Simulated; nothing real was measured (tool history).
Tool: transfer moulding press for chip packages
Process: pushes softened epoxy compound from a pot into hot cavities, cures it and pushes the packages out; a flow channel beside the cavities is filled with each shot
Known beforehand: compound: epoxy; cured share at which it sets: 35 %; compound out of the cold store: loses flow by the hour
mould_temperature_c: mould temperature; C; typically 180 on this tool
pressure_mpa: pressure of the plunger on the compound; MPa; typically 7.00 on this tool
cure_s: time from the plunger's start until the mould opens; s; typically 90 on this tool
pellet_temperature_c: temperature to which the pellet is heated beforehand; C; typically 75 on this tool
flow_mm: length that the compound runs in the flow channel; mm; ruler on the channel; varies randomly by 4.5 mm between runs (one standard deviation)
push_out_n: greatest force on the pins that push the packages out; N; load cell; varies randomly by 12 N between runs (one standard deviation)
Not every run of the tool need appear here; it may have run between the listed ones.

run,hour,mould_temperature_c,pressure_mpa,cure_s,pellet_temperature_c,incoming compound's hours out of the cold store,flow_mm,push_out_n
1,0.0,180,7.00,90,75,33.4,778,549
2,38.0,180,7.00,90,75,43.0,759,558
3,70.6,180,7.00,90,76,19.0,804,598
4,123.4,180,7.00,90,76,24.0,783,579
5,183.8,180,7.00,90,76,32.6,775,583
6,219.6,180,7.00,90,76,35.3,771,574
7,269.1,180,7.00,90,76,8.5,812,580
8,315.2,180,7.00,90,76,42.7,763,590
9,369.5,180,7.00,90,76,43.8,765,574
10,400.5,177,7.00,90,77,31.4,790,701
11,471.5,180,8.33,90,73,32.6,848,582
12,510.4,180,8.33,90,73,45.0,827,554
13,576.9,186,7.00,90,66,37.1,753,425
14,648.1,186,7.00,90,66,37.7,753,417
15,689.0,185,6.21,90,71,26.5,731,433
16,758.5,185,6.21,90,71,34.3,712,427
17,793.6,186,6.21,110,79,9.4,744,343

Between the runs listed above, the log contained 23 entries, not reproduced here. Where in the sequence does each belong, and how does what the log doesn't record of the tool's condition differ from the listed run before to the listed run after?
After run 1, before run 2: cavities cleaned with cleaning compound and waxed (hour 31.2)
  pressure that reaches the compound, % of what is set: 99.9 -> 99.87
After run 2, before run 3: cavities cleaned with cleaning compound and waxed (hour 70.6)
  pressure that reaches the compound, % of what is set: 99.87 -> 99.84; grip of the stained cavities, % over clean ones': 0.2 -> 0.1
After run 3, before run 4: cavities cleaned with cleaning compound and waxed (hour 109.5)
  pressure that reaches the compound, % of what is set: 99.84 -> 99.79; grip of the stained cavities, % over clean ones': 0.1 -> 0.5
After run 4, before run 5: cavities cleaned with cleaning compound and waxed (hour 148.0)
  pressure that reaches the compound, % of what is set: 99.79 -> 99.73; grip of the stained cavities, % over clean ones': 0.5 -> 0.9
After run 5, before run 6: cavities cleaned with cleaning compound and waxed (hour 188.3)
  pressure that reaches the compound, % of what is set: 99.73 -> 99.7; grip of the stained cavities, % over clean ones': 0.9 -> 0.8
After run 6, before run 7: cavities cleaned with cleaning compound and waxed (hour 228.3); plunger's sealing rings changed (hour 252.6); cavities cleaned with cleaning compound and waxed (hour 268.7)
  pressure that reaches the compound, % of what is set: 99.7 -> 99.97; grip of the stained cavities, % over clean ones': 0.8 -> 0.1
After run 7, before run 8: cavities cleaned with cleaning compound and waxed (hour 308.5)
  pressure that reaches the compound, % of what is set: 99.97 -> 99.93; grip of the stained cavities, % over clean ones': 0.1 -> 0.2
After run 8, before run 9: cavities cleaned with cleaning compound and waxed (hour 347.5)
  pressure that reaches the compound, % of what is set: 99.93 -> 99.88; grip of the stained cavities, % over clean ones': 0.2 -> 0.7
After run 9, before run 10: cavities cleaned with cleaning compound and waxed (hour 385.9)
  pressure that reaches the compound, % of what is set: 99.88 -> 99.85; grip of the stained cavities, % over clean ones': 0.7 -> 0.5
After run 10, before run 11: cavities cleaned with cleaning compound and waxed (hour 427.8); cavities cleaned with cleaning compound and waxed (hour 466.0)
  pressure that reaches the compound, % of what is set: 99.85 -> 99.8; grip of the stained cavities, % over clean ones': 0.5 -> 0.2
After run 11, before run 12: cavities cleaned with cleaning compound and waxed (hour 507.9)
  pressure that reaches the compound, % of what is set: 99.8 -> 99.76; grip of the stained cavities, % over clean ones': 0.2 -> 0.1
After run 12, before run 13: mould's thermocouples calibrated (hour 521.6); cavities cleaned with cleaning compound and waxed (hour 548.1)
  true mould temperature over the reading, C: 0.01 -> 0; pressure that reaches the compound, % of what is set: 99.76 -> 99.7; grip of the stained cavities, % over clean ones': 0.1 -> 0.8
After run 13, before run 14: cavities cleaned with cleaning compound and waxed (hour 587.1); plunger's sealing rings changed (hour 609.7); cavities cleaned with cleaning compound and waxed (hour 628.7)
  pressure that reaches the compound, % of what is set: 99.7 -> 99.97; grip of the stained cavities, % over clean ones': 0.8 -> 0.6
After run 14, before run 15: cavities cleaned with cleaning compound and waxed (hour 671.0)
  pressure that reaches the compound, % of what is set: 99.97 -> 99.93
After run 15, before run 16: cavities cleaned with cleaning compound and waxed (hour 710.6); cavities cleaned with cleaning compound and waxed (hour 748.8)
  pressure that reaches the compound, % of what is set: 99.93 -> 99.87; grip of the stained cavities, % over clean ones': 0.6 -> 0.4
After run 16, before run 17: cavities cleaned with cleaning compound and waxed (hour 791.7)
  pressure that reaches the compound, % of what is set: 99.87 -> 99.84; grip of the stained cavities, % over clean ones': 0.4 -> 0.1
